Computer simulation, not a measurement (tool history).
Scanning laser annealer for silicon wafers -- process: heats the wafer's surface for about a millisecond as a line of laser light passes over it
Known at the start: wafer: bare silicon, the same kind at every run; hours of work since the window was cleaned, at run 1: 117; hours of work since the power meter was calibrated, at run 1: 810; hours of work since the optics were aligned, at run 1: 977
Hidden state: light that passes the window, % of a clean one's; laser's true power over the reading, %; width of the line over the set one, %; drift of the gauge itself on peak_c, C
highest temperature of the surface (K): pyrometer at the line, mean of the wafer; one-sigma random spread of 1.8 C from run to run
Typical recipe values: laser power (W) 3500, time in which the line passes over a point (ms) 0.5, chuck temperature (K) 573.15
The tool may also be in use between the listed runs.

| run | hour | laser power (W) | time in which the line passes over a point (ms) | chuck temperature (K) | hours of work since the window was cleaned | hours of work since the power meter was calibrated | hours of work since the optics were aligned | highest temperature of the surface (K) |
|---|---|---|---|---|---|---|---|---|
| 1 | 0 | 3500 | 0.5 | 573.15 | 117 | 810 | 977 | 1281.15 |
| 2 | 40 | 3500 | 0.5 | 573.15 | 138 | 831 | 998 | 1277.15 |
| 3 | 80.9 | 3500 | 0.5 | 573.15 | 159 | 852 | 1019 | 1277.15 |
| 4 | 129 | 3703 | 0.5 | 573.15 | 184 | 877 | 1044 | 1323.15 |
| 5 | 180.5 | 3703 | 0.5 | 573.15 | 211 | 904 | 1071 | 1320.15 |
| 6 | 222.3 | 3703 | 0.5 | 573.15 | 233 | 926 | 1093 | 1318.15 |
| 7 | 269.1 | 3500 | 0.569 | 573.15 | 258 | 951 | 1117 | 1322.15 |
| 8 | 301.9 | 3500 | 0.569 | 573.15 | 275 | 968 | 1135 | 1321.15 |
|  | 310.9 | optics aligned, line set to its width |
| 9 | 358.3 | 3500 | 0.5 | 573.15 | 302 | 995 | 25 | 1259.15 |
| 10 | 387.4 | 3500 | 0.5 | 573.15 | 317 | 1010 | 40 | 1264.15 |
| 11 | 419 | 3500 | 0.362 | 573.15 | 334 | 1027 | 57 | 1142.15 |
| 12 | 442.7 | 3500 | 0.362 | 573.15 | 346 | 1039 | 69 | 1143.15 |
| 13 | 494.5 | 3775 | 0.569 | 594.15 | 373 | 1066 | 96 | 1399.15 |
|  | 523.9 | optics aligned, line set to its width, once more |
| 14 | 537.8 | 3648 | 0.446 | 552.15 | 393 | 1086 | 7 | 1232.15 |
| 15 | 591.6 | 3605 | 0.5 | 548.15 | 421 | 1114 | 35 | 1263.15 |
| 16 | 615.6 | 3206 | 0.5 | 582.15 | 434 | 1127 | 48 | 1205.15 |
| 17 | 649.9 | 3609 | 0.353 | 544.15 | 452 | 1145 | 66 | 1124.15 |
|  | 701.5 | window over the wafer cleaned |
| 18 | 705.6 | 3609 | 0.353 | 544.15 | 2 | 1173 | 94 | 1154.15 |
| 19 | 752.3 | 3823 | 0.5 | 538.15 | 27 | 1197 | 119 | 1337.15 |
| 20 | 796.6 | 3823 | 0.379 | 538.15 | 50 | 1221 | 142 | 1212.15 |
| 21 | 823.7 | 3823 | 0.379 | 538.15 | 64 | 1235 | 156 | 1216.15 |

Each row is a separate what-if for the run after 21, all from the same tool condition, not one after another. Results?
| A | 855.1 | 3347 | 0.379 | 538.15 | 80 | 1251 | 172 | ? |
| B | 855.1 | 3341 | 0.5 | 573.15 | 80 | 1251 | 172 | ? |
| C | 855.1 | 3499 | 0.5 | 573.15 | 80 | 1251 | 172 | ? |
| D | 855.1 | 3273 | 0.507 | 571.15 | 80 | 1251 | 172 | ? |
| E | 855.1 | 3516 | 0.5 | 582.15 | 80 | 1251 | 172 | ? |

| run | highest temperature of the surface (K) |
|---|---|
| A | 1116.15 |
| B | 1250.15 |
| C | 1288.15 |
| D | 1239.15 |
| E | 1305.15 |
Without the tool's hidden state the same runs would have given:
| run | highest temperature of the surface (K) |
|---|---|
| A | 1115.15 |
| B | 1249.15 |
| C | 1286.15 |
| D | 1237.15 |
| E | 1303.15 |

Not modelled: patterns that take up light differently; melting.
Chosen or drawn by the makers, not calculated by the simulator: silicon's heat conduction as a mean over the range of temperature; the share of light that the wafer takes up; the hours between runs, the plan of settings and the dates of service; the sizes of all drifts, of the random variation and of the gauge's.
